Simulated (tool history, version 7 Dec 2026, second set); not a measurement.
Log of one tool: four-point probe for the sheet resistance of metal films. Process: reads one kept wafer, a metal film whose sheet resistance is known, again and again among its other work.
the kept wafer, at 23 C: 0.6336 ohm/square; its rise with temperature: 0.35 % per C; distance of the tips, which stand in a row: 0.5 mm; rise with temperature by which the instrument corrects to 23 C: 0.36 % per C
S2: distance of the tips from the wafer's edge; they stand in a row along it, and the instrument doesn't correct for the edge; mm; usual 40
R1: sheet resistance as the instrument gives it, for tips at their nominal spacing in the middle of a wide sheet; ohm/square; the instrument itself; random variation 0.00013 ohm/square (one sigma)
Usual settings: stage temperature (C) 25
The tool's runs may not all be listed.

{"run": 1, "hour": 0.0, "stage temperature (C)": 25, "S2": 40, "R1": 0.638656}
{"run": 2, "hour": 95.0, "stage temperature (C)": 23, "S2": 40, "R1": 0.638821}
{"run": 3, "hour": 197.4, "stage temperature (C)": 23, "S2": 40, "R1": 0.638966}
{"run": 4, "hour": 248.1, "stage temperature (C)": 30, "S2": 40, "R1": 0.638973}
{"run": 5, "hour": 303.8, "stage temperature (C)": 30, "S2": 40, "R1": 0.638822}
{"run": 6, "hour": 378.6, "stage temperature (C)": 25, "S2": 8, "R1": 0.640831}
{"run": 7, "hour": 439.2, "stage temperature (C)": 28, "S2": 40, "R1": 0.639389}
{"run": 8, "hour": 501.1, "stage temperature (C)": 28, "S2": 40, "R1": 0.63945}
{"run": 9, "hour": 551.7, "stage temperature (C)": 28, "S2": 50, "R1": 0.639286}
{"run": 10, "hour": 637.4, "stage temperature (C)": 20, "S2": 29, "R1": 0.64043}
{"run": 11, "hour": 713.1, "stage temperature (C)": 34, "S2": 29, "R1": 0.639684}
{"run": 12, "hour": 759.3, "stage temperature (C)": 22, "S2": 6, "R1": 0.642643}
{"run": 13, "hour": 817.0, "stage temperature (C)": 25, "S2": 6, "R1": 0.642634}
{"run": 14, "hour": 863.6, "stage temperature (C)": 28, "S2": 4, "R1": 0.645524}
{"run": 15, "hour": 943.4, "stage temperature (C)": 25, "S2": 18, "R1": 0.640697}
{"run": 16, "hour": 996.6, "stage temperature (C)": 28, "S2": 74, "R1": 0.640507}

4 ways to go on from here, each from the tool as it stands after run 16. What would each give?
{"run": "A", "hour": 1054.6, "stage temperature (C)": 18, "S2": 40, "R1": "?"}
{"run": "B", "hour": 1054.6, "stage temperature (C)": 34, "S2": 74, "R1": "?"}
{"run": "C", "hour": 1054.6, "stage temperature (C)": 30, "S2": 5, "R1": "?"}
{"run": "D", "hour": 1054.6, "stage temperature (C)": 19, "S2": 74, "R1": "?"}

run=A R1=0.641228
run=B R1=0.640088
run=C R1=0.643857
run=D R1=0.641142
Without the tool's hidden state the same runs would have given:
run=A R1=0.633969
run=B R1=0.632883
run=C R1=0.636603
run=D R1=0.633886
